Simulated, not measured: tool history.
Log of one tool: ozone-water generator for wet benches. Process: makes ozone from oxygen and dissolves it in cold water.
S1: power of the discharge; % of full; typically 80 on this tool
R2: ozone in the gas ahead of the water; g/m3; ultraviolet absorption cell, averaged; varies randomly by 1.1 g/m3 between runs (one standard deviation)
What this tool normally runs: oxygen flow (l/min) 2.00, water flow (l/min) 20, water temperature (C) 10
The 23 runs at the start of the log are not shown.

run 24 day=106.488 | S1=80 oxygen_flow_(l/min)=2.00 water_flow_(l/min)=22 water_temperature_(C)=10 | dissolved_ozone_(ppm)=9.33 R2=171.1
-- day=108.575 contactor cleaned, once more
run 25 day=113.962 | S1=80 oxygen_flow_(l/min)=2.00 water_flow_(l/min)=22 water_temperature_(C)=10 | dissolved_ozone_(ppm)=9.91 R2=170.6
run 26 day=118.367 | S1=80 oxygen_flow_(l/min)=2.00 water_flow_(l/min)=22 water_temperature_(C)=10 | dissolved_ozone_(ppm)=9.86 R2=170.7
run 27 day=121.675 | S1=80 oxygen_flow_(l/min)=2.00 water_flow_(l/min)=22 water_temperature_(C)=10 | dissolved_ozone_(ppm)=9.98 R2=171.5
run 28 day=126.662 | S1=80 oxygen_flow_(l/min)=2.00 water_flow_(l/min)=17 water_temperature_(C)=9 | dissolved_ozone_(ppm)=12.54 R2=171.1
run 29 day=133.258 | S1=80 oxygen_flow_(l/min)=2.81 water_flow_(l/min)=31 water_temperature_(C)=10 | dissolved_ozone_(ppm)=7.57 R2=137.1
run 30 day=139.146 | S1=48 oxygen_flow_(l/min)=2.00 water_flow_(l/min)=13 water_temperature_(C)=6 | dissolved_ozone_(ppm)=10.96 R2=115.0
run 31 day=145.338 | S1=48 oxygen_flow_(l/min)=1.60 water_flow_(l/min)=27 water_temperature_(C)=6 | dissolved_ozone_(ppm)=5.07 R2=129.7
run 32 day=148.908 | S1=48 oxygen_flow_(l/min)=2.57 water_flow_(l/min)=23 water_temperature_(C)=6 | dissolved_ozone_(ppm)=6.79 R2=96.0

Branching from run 32: 3 alternative next runs. What would each branch give?
run A day=155.346 | S1=80 oxygen_flow_(l/min)=1.47 water_flow_(l/min)=30 water_temperature_(C)=6 | dissolved_ozone_(ppm)=? R2=?
run B day=155.346 | S1=64 oxygen_flow_(l/min)=2.00 water_flow_(l/min)=20 water_temperature_(C)=10 | dissolved_ozone_(ppm)=? R2=?
run C day=155.346 | S1=80 oxygen_flow_(l/min)=2.00 water_flow_(l/min)=14 water_temperature_(C)=10 | dissolved_ozone_(ppm)=? R2=?

run=A dissolved_ozone_(ppm)=6.55 R2=202.0
run=B dissolved_ozone_(ppm)=8.88 R2=141.3
run=C dissolved_ozone_(ppm)=14.79 R2=168.2
Had the tool no hidden state, the same runs would have come out as:
run=A dissolved_ozone_(ppm)=7.64 R2=232.1
run=B dissolved_ozone_(ppm)=10.11 R2=158.8
run=C dissolved_ozone_(ppm)=17.21 R2=193.3
